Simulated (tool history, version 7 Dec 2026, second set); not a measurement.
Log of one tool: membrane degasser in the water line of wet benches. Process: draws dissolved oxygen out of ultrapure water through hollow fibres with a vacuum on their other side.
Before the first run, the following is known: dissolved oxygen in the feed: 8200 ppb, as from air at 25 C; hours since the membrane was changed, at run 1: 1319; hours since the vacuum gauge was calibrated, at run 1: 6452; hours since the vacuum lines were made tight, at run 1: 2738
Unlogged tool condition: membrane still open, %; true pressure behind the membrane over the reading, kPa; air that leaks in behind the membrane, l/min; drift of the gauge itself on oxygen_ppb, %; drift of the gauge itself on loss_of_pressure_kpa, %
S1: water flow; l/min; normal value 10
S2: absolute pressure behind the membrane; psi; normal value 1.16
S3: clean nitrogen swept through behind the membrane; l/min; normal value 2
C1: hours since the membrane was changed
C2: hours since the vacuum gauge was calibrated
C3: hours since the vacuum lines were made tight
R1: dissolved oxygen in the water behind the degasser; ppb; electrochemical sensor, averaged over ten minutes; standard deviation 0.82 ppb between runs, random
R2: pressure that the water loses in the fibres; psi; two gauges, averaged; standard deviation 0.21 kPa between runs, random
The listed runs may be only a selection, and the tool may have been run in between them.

run,hour,S1,S2,S3,C1,C2,C3,R1,R2
1,0,10,1.16,2,1319,6452,2738,80.4,7.281
2,50,10,1.16,2,1369,6502,2788,80.9,7.353
3,84.3,10,1.176,2,1403,6536,2823,84,7.327
4,136,10,1.176,2,1455,6588,2874,81,7.353
5,173.5,10,1.176,2,1492,6625,2912,85.1,7.274
6,209.8,10,2.11,2,1528,6662,2948,163.6,7.297
7,268.9,7,1.508,1.94,1588,6721,3007,70.7,5.147
8,309.6,9,1.508,1.41,1628,6762,3048,126,6.653
9,367.7,15,0.74,1.41,1686,6820,3106,165,11.052

What will run 10 give?
10,401.3,10,0.786,3.1,1720,6853,3140,?,?

For run 10 the tool returned R1 38.9 ppb, R2 7.306 psi.
Had the tool carried no hidden state, the very same run would have given R1 35.6 ppb, R2 7.232 psi.

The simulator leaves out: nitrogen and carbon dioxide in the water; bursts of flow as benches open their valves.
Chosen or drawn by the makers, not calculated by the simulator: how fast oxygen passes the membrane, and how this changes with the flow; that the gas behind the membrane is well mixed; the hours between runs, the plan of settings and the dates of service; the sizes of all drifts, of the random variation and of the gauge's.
